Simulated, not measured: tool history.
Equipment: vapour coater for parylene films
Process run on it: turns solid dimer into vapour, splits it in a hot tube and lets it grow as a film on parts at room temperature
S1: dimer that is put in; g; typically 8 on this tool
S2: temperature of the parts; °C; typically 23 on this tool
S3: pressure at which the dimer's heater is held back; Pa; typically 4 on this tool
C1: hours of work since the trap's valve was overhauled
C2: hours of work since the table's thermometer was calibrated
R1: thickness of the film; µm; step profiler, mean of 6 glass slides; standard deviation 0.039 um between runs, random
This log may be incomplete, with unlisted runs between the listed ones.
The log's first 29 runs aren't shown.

run	day	S1	S2	S3	C1	C2	R1
30	41.075	8	21	7.69	136	1579	3.82
31	42.533	9	20	6.3	159	1602	4.73
32	43.617	12	16	9.84	176	1620	6.74
33	44.425	12	16	9.84	189	1632	6.52
34	46.175	12	16	9.84	217	1660	6.5
35	47.192	12	16	9.84	233	1676	6.53
36	49.142	12	16	9.84	264	1707	6.57
37	50.196	3	30	4.12	281	1724	1.15
38	51.275	8	23	2.21	298	1741	4.84
39	53.208	4	23	9.79	329	1772	1.67
40	54.262	3	34	3.91	346	1789	1.04
# day 55.321: table's thermometer calibrated
41	55.838	9	18	4.63	370	8	5.43
# day 57.054: trap's valve overhauled
42	57.925	7	34	4.63	14	39	2.27
43	59.321	7	28	4.63	36	61	2.87
44	60.25	4	28	4.63	51	76	1.63
45	61.158	4	28	4.63	65	90	1.67
46	62.062	11	15	2.04	80	105	8.2
47	63.908	10	19	3.5	109	134	6.25
48	65.192	10	19	3.5	129	154	6.21

Each row is a separate what-if for the run after 48, all from the same tool condition, not one after another. Results?
A	67.117	6	28	4	160	185	?
B	67.117	10	16	3.5	160	185	?
C	67.117	11	18	3.5	160	185	?

run	R1
A	2.6
B	7.08
C	7.16
Without the tool's hidden state the same runs would have given:
run	R1
A	2.61
B	7.09
C	7.16
